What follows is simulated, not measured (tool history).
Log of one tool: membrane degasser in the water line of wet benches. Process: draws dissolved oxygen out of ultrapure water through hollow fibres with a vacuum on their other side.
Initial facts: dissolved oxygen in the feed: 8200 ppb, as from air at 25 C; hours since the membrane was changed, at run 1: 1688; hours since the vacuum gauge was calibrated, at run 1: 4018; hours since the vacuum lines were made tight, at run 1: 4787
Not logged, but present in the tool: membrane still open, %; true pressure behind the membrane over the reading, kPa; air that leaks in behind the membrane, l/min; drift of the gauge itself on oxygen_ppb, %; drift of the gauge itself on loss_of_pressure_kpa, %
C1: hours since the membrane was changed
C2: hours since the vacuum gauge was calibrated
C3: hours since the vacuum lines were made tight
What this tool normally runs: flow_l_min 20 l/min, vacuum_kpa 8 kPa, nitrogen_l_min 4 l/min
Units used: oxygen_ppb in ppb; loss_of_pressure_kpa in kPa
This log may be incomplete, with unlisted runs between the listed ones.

run 1 hour=0 | flow_l_min=20 vacuum_kpa=8 nitrogen_l_min=4 | C1=1688 C2=4018 C3=4787 | oxygen_ppb=315.2 loss_of_pressure_kpa=40.66
run 2 hour=41.5 | flow_l_min=20 vacuum_kpa=8 nitrogen_l_min=4 | C1=1730 C2=4060 C3=4829 | oxygen_ppb=321.3 loss_of_pressure_kpa=40.92
run 3 hour=69.5 | flow_l_min=20 vacuum_kpa=8 nitrogen_l_min=4 | C1=1758 C2=4088 C3=4857 | oxygen_ppb=318.3 loss_of_pressure_kpa=40.64
run 4 hour=123.2 | flow_l_min=15 vacuum_kpa=8 nitrogen_l_min=4 | C1=1811 C2=4142 C3=4911 | oxygen_ppb=201.2 loss_of_pressure_kpa=30.47
run 5 hour=164.6 | flow_l_min=17 vacuum_kpa=8 nitrogen_l_min=4 | C1=1853 C2=4183 C3=4952 | oxygen_ppb=251.9 loss_of_pressure_kpa=34.56
run 6 hour=197 | flow_l_min=17 vacuum_kpa=5.11 nitrogen_l_min=4 | C1=1885 C2=4215 C3=4985 | oxygen_ppb=221.7 loss_of_pressure_kpa=34.22
run 7 hour=249.2 | flow_l_min=17 vacuum_kpa=5.11 nitrogen_l_min=4 | C1=1937 C2=4268 C3=5037 | oxygen_ppb=223.7 loss_of_pressure_kpa=34.56
run 8 hour=285.8 | flow_l_min=17 vacuum_kpa=5.11 nitrogen_l_min=4 | C1=1974 C2=4304 C3=5073 | oxygen_ppb=221.1 loss_of_pressure_kpa=34.56
run 9 hour=332.3 | flow_l_min=17 vacuum_kpa=5.11 nitrogen_l_min=4 | C1=2020 C2=4351 C3=5120 | oxygen_ppb=220.5 loss_of_pressure_kpa=34.14
run 10 hour=364.4 | flow_l_min=17 vacuum_kpa=5.11 nitrogen_l_min=4 | C1=2053 C2=4383 C3=5152 | oxygen_ppb=218.7 loss_of_pressure_kpa=34.29
run 11 hour=403.8 | flow_l_min=17 vacuum_kpa=5.11 nitrogen_l_min=4 | C1=2092 C2=4422 C3=5191 | oxygen_ppb=221.3 loss_of_pressure_kpa=34.26
run 12 hour=459.4 | flow_l_min=17 vacuum_kpa=5.11 nitrogen_l_min=4 | C1=2148 C2=4478 C3=5247 | oxygen_ppb=217.7 loss_of_pressure_kpa=34.18
run 13 hour=504 | flow_l_min=17 vacuum_kpa=5.11 nitrogen_l_min=2.21 | C1=2192 C2=4522 C3=5291 | oxygen_ppb=235.9 loss_of_pressure_kpa=33.91
run 14 hour=557.3 | flow_l_min=17 vacuum_kpa=5.11 nitrogen_l_min=2.21 | C1=2245 C2=4576 C3=5345 | oxygen_ppb=234.9 loss_of_pressure_kpa=34.31
run 15 hour=616.7 | flow_l_min=17 vacuum_kpa=5.11 nitrogen_l_min=2.21 | C1=2305 C2=4635 C3=5404 | oxygen_ppb=236.6 loss_of_pressure_kpa=33.8
run 16 hour=650.8 | flow_l_min=32 vacuum_kpa=6.38 nitrogen_l_min=4.84 | C1=2339 C2=4669 C3=5438 | oxygen_ppb=560.1 loss_of_pressure_kpa=64.03
run 17 hour=691.8 | flow_l_min=21 vacuum_kpa=13.08 nitrogen_l_min=8.03 | C1=2380 C2=4710 C3=5479 | oxygen_ppb=350.1 loss_of_pressure_kpa=41.88
run 18 hour=746.9 | flow_l_min=20 vacuum_kpa=8.35 nitrogen_l_min=5.17 | C1=2435 C2=4765 C3=5534 | oxygen_ppb=308.6 loss_of_pressure_kpa=40.08
run 19 hour=781.5 | flow_l_min=13 vacuum_kpa=8.35 nitrogen_l_min=5.17 | C1=2470 C2=4800 C3=5569 | oxygen_ppb=155.3 loss_of_pressure_kpa=26.04
run 20 hour=817.4 | flow_l_min=20 vacuum_kpa=16.44 nitrogen_l_min=4 | C1=2506 C2=4836 C3=5605 | oxygen_ppb=408.8 loss_of_pressure_kpa=39.94
-- hour=824.8 gauge calibrated
run 21 hour=850.6 | flow_l_min=24 vacuum_kpa=14.57 nitrogen_l_min=5.16 | C1=2539 C2=4869 C3=5638 | oxygen_ppb=465.4 loss_of_pressure_kpa=49.17
run 22 hour=875.6 | flow_l_min=24 vacuum_kpa=14.57 nitrogen_l_min=5.16 | C1=2564 C2=4894 C3=5663 | oxygen_ppb=467.2 loss_of_pressure_kpa=49.04
-- hour=906.9 seals of the vacuum lines changed
run 23 hour=908.8 | flow_l_min=17 vacuum_kpa=8 nitrogen_l_min=3.18 | C1=2595 C2=4925 C3=2 | oxygen_ppb=258.8 loss_of_pressure_kpa=34.53
run 24 hour=963.8 | flow_l_min=26 vacuum_kpa=9.2 nitrogen_l_min=4.02 | C1=2650 C2=4980 C3=57 | oxygen_ppb=472.4 loss_of_pressure_kpa=52.73
run 25 hour=999.7 | flow_l_min=20 vacuum_kpa=8 nitrogen_l_min=1.65 | C1=2686 C2=5016 C3=93 | oxygen_ppb=391.1 loss_of_pressure_kpa=40.55
run 26 hour=1054.2 | flow_l_min=20 vacuum_kpa=6.3 nitrogen_l_min=11.57 | C1=2740 C2=5071 C3=147 | oxygen_ppb=275.2 loss_of_pressure_kpa=40.35
run 27 hour=1085.1 | flow_l_min=13 vacuum_kpa=8 nitrogen_l_min=7.64 | C1=2771 C2=5101 C3=178 | oxygen_ppb=144.8 loss_of_pressure_kpa=26.09
run 28 hour=1144.3 | flow_l_min=13 vacuum_kpa=5.37 nitrogen_l_min=5.83 | C1=2830 C2=5161 C3=237 | oxygen_ppb=134.7 loss_of_pressure_kpa=26.49
run 29 hour=1172.9 | flow_l_min=13 vacuum_kpa=5.37 nitrogen_l_min=5.83 | C1=2859 C2=5189 C3=266 | oxygen_ppb=135.4 loss_of_pressure_kpa=26.46

What if the next run were any one of these 3? Each begins from the tool's condition after run 29:
run A hour=1198.7 | flow_l_min=13 vacuum_kpa=5.37 nitrogen_l_min=11.1 | C1=2885 C2=5215 C3=292 | oxygen_ppb=? loss_of_pressure_kpa=?
run B hour=1198.7 | flow_l_min=19 vacuum_kpa=7.19 nitrogen_l_min=2.41 | C1=2885 C2=5215 C3=292 | oxygen_ppb=? loss_of_pressure_kpa=?
run C hour=1198.7 | flow_l_min=26 vacuum_kpa=5.98 nitrogen_l_min=4.43 | C1=2885 C2=5215 C3=292 | oxygen_ppb=? loss_of_pressure_kpa=?

run=A oxygen_ppb=130.9 loss_of_pressure_kpa=26.15
run=B oxygen_ppb=315.9 loss_of_pressure_kpa=38.27
run=C oxygen_ppb=445.2 loss_of_pressure_kpa=52.67
With no hidden state in the tool, these same runs would have given:
run=A oxygen_ppb=130.5 loss_of_pressure_kpa=26.44
run=B oxygen_ppb=315.3 loss_of_pressure_kpa=38.68
run=C oxygen_ppb=444.4 loss_of_pressure_kpa=53.24

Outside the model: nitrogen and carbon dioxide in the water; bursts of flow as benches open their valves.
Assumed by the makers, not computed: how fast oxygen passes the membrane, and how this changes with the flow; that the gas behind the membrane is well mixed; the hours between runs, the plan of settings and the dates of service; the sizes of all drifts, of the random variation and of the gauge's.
